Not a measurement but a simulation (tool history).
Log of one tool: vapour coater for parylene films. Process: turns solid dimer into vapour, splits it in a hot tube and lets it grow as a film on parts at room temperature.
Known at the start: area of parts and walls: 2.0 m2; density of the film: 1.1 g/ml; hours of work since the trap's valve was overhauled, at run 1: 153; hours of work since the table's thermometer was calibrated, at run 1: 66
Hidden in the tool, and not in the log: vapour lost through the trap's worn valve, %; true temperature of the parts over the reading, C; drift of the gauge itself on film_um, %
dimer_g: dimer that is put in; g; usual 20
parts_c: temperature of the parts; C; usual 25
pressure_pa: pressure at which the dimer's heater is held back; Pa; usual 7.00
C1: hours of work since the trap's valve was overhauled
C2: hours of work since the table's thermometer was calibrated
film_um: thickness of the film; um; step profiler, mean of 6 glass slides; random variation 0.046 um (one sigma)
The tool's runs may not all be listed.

{"run": 1, "hour": 0.0, "dimer_g": 20, "parts_c": 25, "pressure_pa": 7.0, "C1": 153, "C2": 66, "film_um": 4.93}
{"run": 2, "hour": 38.3, "dimer_g": 20, "parts_c": 25, "pressure_pa": 7.0, "C1": 179, "C2": 92, "film_um": 4.8}
{"run": 3, "hour": 86.7, "dimer_g": 20, "parts_c": 25, "pressure_pa": 7.0, "C1": 212, "C2": 125, "film_um": 4.92}
{"run": 4, "hour": 143.3, "dimer_g": 20, "parts_c": 34, "pressure_pa": 7.0, "C1": 251, "C2": 164, "film_um": 3.76}
{"run": 5, "hour": 198.1, "dimer_g": 20, "parts_c": 34, "pressure_pa": 7.0, "C1": 289, "C2": 202, "film_um": 3.84}
{"run": 6, "hour": 244.5, "dimer_g": 20, "parts_c": 34, "pressure_pa": 7.0, "C1": 321, "C2": 234, "film_um": 3.8}
{"run": 7, "hour": 276.7, "dimer_g": 20, "parts_c": 34, "pressure_pa": 7.0, "C1": 343, "C2": 256, "film_um": 3.77}
{"run": 8, "hour": 345.1, "dimer_g": 20, "parts_c": 25, "pressure_pa": 7.0, "C1": 390, "C2": 303, "film_um": 4.58}
{"run": 9, "hour": 381.7, "dimer_g": 20, "parts_c": 25, "pressure_pa": 7.0, "C1": 416, "C2": 329, "film_um": 4.5}
{"run": 10, "hour": 450.2, "dimer_g": 20, "parts_c": 17, "pressure_pa": 7.0, "C1": 463, "C2": 376, "film_um": 5.41}
{"run": 11, "hour": 506.5, "dimer_g": 20, "parts_c": 23, "pressure_pa": 7.0, "C1": 502, "C2": 415, "film_um": 4.67}
{"run": 12, "hour": 564.5, "dimer_g": 20, "parts_c": 23, "pressure_pa": 7.0, "C1": 541, "C2": 454, "film_um": 4.62}
{"hour": 640.8, "done": "trap's valve overhauled"}
{"run": 13, "hour": 642.5, "dimer_g": 20, "parts_c": 23, "pressure_pa": 5.23, "C1": 1, "C2": 505, "film_um": 4.16}
{"run": 14, "hour": 677.7, "dimer_g": 20, "parts_c": 23, "pressure_pa": 5.23, "C1": 25, "C2": 530, "film_um": 4.13}
{"run": 15, "hour": 754.1, "dimer_g": 14, "parts_c": 23, "pressure_pa": 5.23, "C1": 78, "C2": 582, "film_um": 2.78}
{"hour": 791.4, "done": "trap's valve overhauled, once more"}
{"run": 16, "hour": 835.3, "dimer_g": 20, "parts_c": 25, "pressure_pa": 7.44, "C1": 30, "C2": 635, "film_um": 4.85}
{"run": 17, "hour": 912.9, "dimer_g": 8, "parts_c": 25, "pressure_pa": 7.0, "C1": 84, "C2": 689, "film_um": 1.95}
{"run": 18, "hour": 948.8, "dimer_g": 20, "parts_c": 25, "pressure_pa": 2.2, "C1": 108, "C2": 714, "film_um": 5.83}
{"run": 19, "hour": 987.8, "dimer_g": 20, "parts_c": 25, "pressure_pa": 2.2, "C1": 135, "C2": 740, "film_um": 5.74}
{"run": 20, "hour": 1025.2, "dimer_g": 20, "parts_c": 25, "pressure_pa": 2.2, "C1": 161, "C2": 766, "film_um": 5.84}
{"run": 21, "hour": 1077.6, "dimer_g": 20, "parts_c": 25, "pressure_pa": 7.0, "C1": 197, "C2": 802, "film_um": 4.79}
{"run": 22, "hour": 1121.9, "dimer_g": 20, "parts_c": 25, "pressure_pa": 7.0, "C1": 228, "C2": 833, "film_um": 4.72}
{"run": 23, "hour": 1171.6, "dimer_g": 20, "parts_c": 25, "pressure_pa": 7.0, "C1": 262, "C2": 867, "film_um": 4.72}
{"run": 24, "hour": 1236.2, "dimer_g": 20, "parts_c": 25, "pressure_pa": 7.0, "C1": 306, "C2": 912, "film_um": 4.62}
{"hour": 1253.3, "done": "table's thermometer calibrated"}
{"run": 25, "hour": 1284.0, "dimer_g": 20, "parts_c": 25, "pressure_pa": 7.0, "C1": 339, "C2": 21, "film_um": 4.71}
{"run": 26, "hour": 1320.7, "dimer_g": 25, "parts_c": 25, "pressure_pa": 2.5, "C1": 364, "C2": 46, "film_um": 6.8}
{"run": 27, "hour": 1396.7, "dimer_g": 22, "parts_c": 25, "pressure_pa": 2.2, "C1": 416, "C2": 99, "film_um": 6.08}
{"run": 28, "hour": 1459.4, "dimer_g": 20, "parts_c": 25, "pressure_pa": 5.92, "C1": 459, "C2": 142, "film_um": 4.65}
{"run": 29, "hour": 1522.2, "dimer_g": 20, "parts_c": 31, "pressure_pa": 3.29, "C1": 503, "C2": 185, "film_um": 4.36}
{"run": 30, "hour": 1576.8, "dimer_g": 17, "parts_c": 31, "pressure_pa": 3.29, "C1": 540, "C2": 223, "film_um": 3.72}
{"hour": 1650.2, "done": "trap's valve overhauled"}
{"run": 31, "hour": 1652.7, "dimer_g": 11, "parts_c": 25, "pressure_pa": 7.0, "C1": 2, "C2": 272, "film_um": 2.75}
{"run": 32, "hour": 1691.3, "dimer_g": 14, "parts_c": 24, "pressure_pa": 3.11, "C1": 28, "C2": 299, "film_um": 4.2}
{"run": 33, "hour": 1727.1, "dimer_g": 14, "parts_c": 24, "pressure_pa": 3.11, "C1": 53, "C2": 324, "film_um": 4.09}
{"run": 34, "hour": 1804.8, "dimer_g": 14, "parts_c": 24, "pressure_pa": 3.11, "C1": 106, "C2": 377, "film_um": 4.0}
{"run": 35, "hour": 1853.0, "dimer_g": 14, "parts_c": 24, "pressure_pa": 3.11, "C1": 140, "C2": 410, "film_um": 3.99}
{"run": 36, "hour": 1916.4, "dimer_g": 9, "parts_c": 25, "pressure_pa": 3.15, "C1": 183, "C2": 454, "film_um": 2.47}
{"run": 37, "hour": 1961.9, "dimer_g": 22, "parts_c": 25, "pressure_pa": 3.15, "C1": 215, "C2": 485, "film_um": 5.87}
{"run": 38, "hour": 2026.3, "dimer_g": 20, "parts_c": 22, "pressure_pa": 7.0, "C1": 259, "C2": 530, "film_um": 4.97}
{"run": 39, "hour": 2059.7, "dimer_g": 13, "parts_c": 29, "pressure_pa": 7.0, "C1": 282, "C2": 553, "film_um": 2.76}
{"run": 40, "hour": 2103.7, "dimer_g": 13, "parts_c": 29, "pressure_pa": 7.0, "C1": 312, "C2": 583, "film_um": 2.75}
{"run": 41, "hour": 2138.4, "dimer_g": 14, "parts_c": 17, "pressure_pa": 10.1, "C1": 336, "C2": 607, "film_um": 3.7}
{"run": 42, "hour": 2206.9, "dimer_g": 11, "parts_c": 25, "pressure_pa": 6.46, "C1": 383, "C2": 654, "film_um": 2.57}
{"run": 43, "hour": 2263.1, "dimer_g": 32, "parts_c": 28, "pressure_pa": 3.74, "C1": 422, "C2": 693, "film_um": 7.42}
{"run": 44, "hour": 2323.7, "dimer_g": 32, "parts_c": 28, "pressure_pa": 3.74, "C1": 464, "C2": 734, "film_um": 7.33}
{"run": 45, "hour": 2364.5, "dimer_g": 14, "parts_c": 26, "pressure_pa": 7.0, "C1": 492, "C2": 763, "film_um": 2.93}
{"run": 46, "hour": 2413.9, "dimer_g": 16, "parts_c": 28, "pressure_pa": 7.26, "C1": 526, "C2": 797, "film_um": 3.26}
{"run": 47, "hour": 2455.7, "dimer_g": 20, "parts_c": 25, "pressure_pa": 3.89, "C1": 555, "C2": 825, "film_um": 4.67}

4 ways to go on from here, each from the tool as it stands after run 47. What would each give?
{"run": "A", "hour": 2488.0, "dimer_g": 20, "parts_c": 22, "pressure_pa": 2.21, "C1": 577, "C2": 848, "film_um": "?"}
{"run": "B", "hour": 2488.0, "dimer_g": 16, "parts_c": 31, "pressure_pa": 9.12, "C1": 577, "C2": 848, "film_um": "?"}
{"run": "C", "hour": 2488.0, "dimer_g": 20, "parts_c": 31, "pressure_pa": 3.89, "C1": 577, "C2": 848, "film_um": "?"}
{"run": "D", "hour": 2488.0, "dimer_g": 20, "parts_c": 29, "pressure_pa": 3.89, "C1": 577, "C2": 848, "film_um": "?"}

run=A film_um=5.46
run=B film_um=2.86
run=C film_um=4.11
run=D film_um=4.22
Without the tool's hidden state the same runs would have given:
run=A film_um=6.59
run=B film_um=3.45
run=C film_um=4.96
run=D film_um=5.09
